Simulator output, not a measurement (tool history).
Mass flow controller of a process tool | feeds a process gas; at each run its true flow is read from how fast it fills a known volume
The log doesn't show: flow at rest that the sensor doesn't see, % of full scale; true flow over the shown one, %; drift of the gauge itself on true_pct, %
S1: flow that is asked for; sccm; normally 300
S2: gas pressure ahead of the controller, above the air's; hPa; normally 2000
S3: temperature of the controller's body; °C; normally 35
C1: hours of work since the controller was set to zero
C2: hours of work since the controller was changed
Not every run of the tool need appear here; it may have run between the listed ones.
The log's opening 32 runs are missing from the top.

Run 33, day 358.454: usual settings but S2 2680 hPa, S3 22 °C; C1 5186; C2 5186. Result: true flow (%) 99.92.
Run 34, day 373.892: usual settings but S1 66 sccm, S2 2680 hPa, S3 33 °C; C1 5345; C2 5345. Result: true flow (%) 99.59.
Run 35, day 388.321: usual settings but S1 489 sccm, S2 2410 hPa, S3 30 °C; C1 5494; C2 5494. Result: true flow (%) 101.18.
Run 36, day 401.158: usual settings but S1 98 sccm, S2 1700 hPa, S3 20 °C; C1 5627; C2 5627. Result: true flow (%) 100.07.
Run 37, day 415.783: usual settings but S3 39 °C; C1 5778; C2 5778. Result: true flow (%) 101.06.
Run 38, day 424.675: usual settings but S1 370 sccm, S3 29 °C; C1 5870; C2 5870. Result: true flow (%) 101.01.
Run 39, day 439.262: usual settings but S1 96 sccm, S2 1650 hPa, S3 37 °C; C1 6020; C2 6020. Result: true flow (%) 100.55.
At day 444.746: gauge calibrated.
Run 40, day 453.662: usual settings but S1 179 sccm, S2 2360 hPa, S3 37 °C; C1 6169; C2 6169. Result: true flow (%) 99.01.
Run 41, day 463.183: usual settings but S1 187 sccm, S3 40 °C; C1 6267; C2 6267. Result: true flow (%) 99.32.
Run 42, day 476.3: usual settings but S1 187 sccm, S3 40 °C; C1 6403; C2 6403. Result: true flow (%) 99.28.
Run 43, day 482.842: usual settings but S1 121 sccm, S2 1480 hPa, S3 34 °C; C1 6470; C2 6470. Result: true flow (%) 99.51.
Run 44, day 490.629: usual settings but S1 186 sccm, S2 1980 hPa, S3 34 °C; C1 6551; C2 6551. Result: true flow (%) 99.32.
Run 45, day 505.812: usual settings but S1 186 sccm, S2 1980 hPa, S3 34 °C; C1 6707; C2 6707. Result: true flow (%) 99.41.
Run 46, day 520.842: usual settings but S1 95 sccm, S2 1740 hPa, S3 23 °C; C1 6862; C2 6862. Result: true flow (%) 98.91.
Run 47, day 531.533: usual settings but S1 95 sccm, S2 1740 hPa, S3 23 °C; C1 6973; C2 6973. Result: true flow (%) 98.92.
Run 48, day 544.033: usual settings but S1 95 sccm, S2 1740 hPa, S3 23 °C; C1 7102; C2 7102. Result: true flow (%) 99.03.
Run 49, day 555.829: usual settings but S1 77 sccm; C1 7224; C2 7224. Result: true flow (%) 99.2.

Branching from run 49: 3 alternative next runs. What would each branch give?
Run A, day 570.575: usual settings but S2 2490 hPa; C1 7376; C2 7376. Result: true flow (%) ?.
Run B, day 570.575: usual settings but S1 370 sccm, S2 1560 hPa, S3 27 °C; C1 7376; C2 7376. Result: true flow (%) ?.
Run C, day 570.575: usual settings but S1 77 sccm, S3 21 °C; C1 7376; C2 7376. Result: true flow (%) ?.

run  true flow (%)
  A          99.68
  B         100.26
  C          98.83
Without the tool's hidden state the same runs would have given:
run  true flow (%)
  A          99.28
  B          99.85
  C          98.44
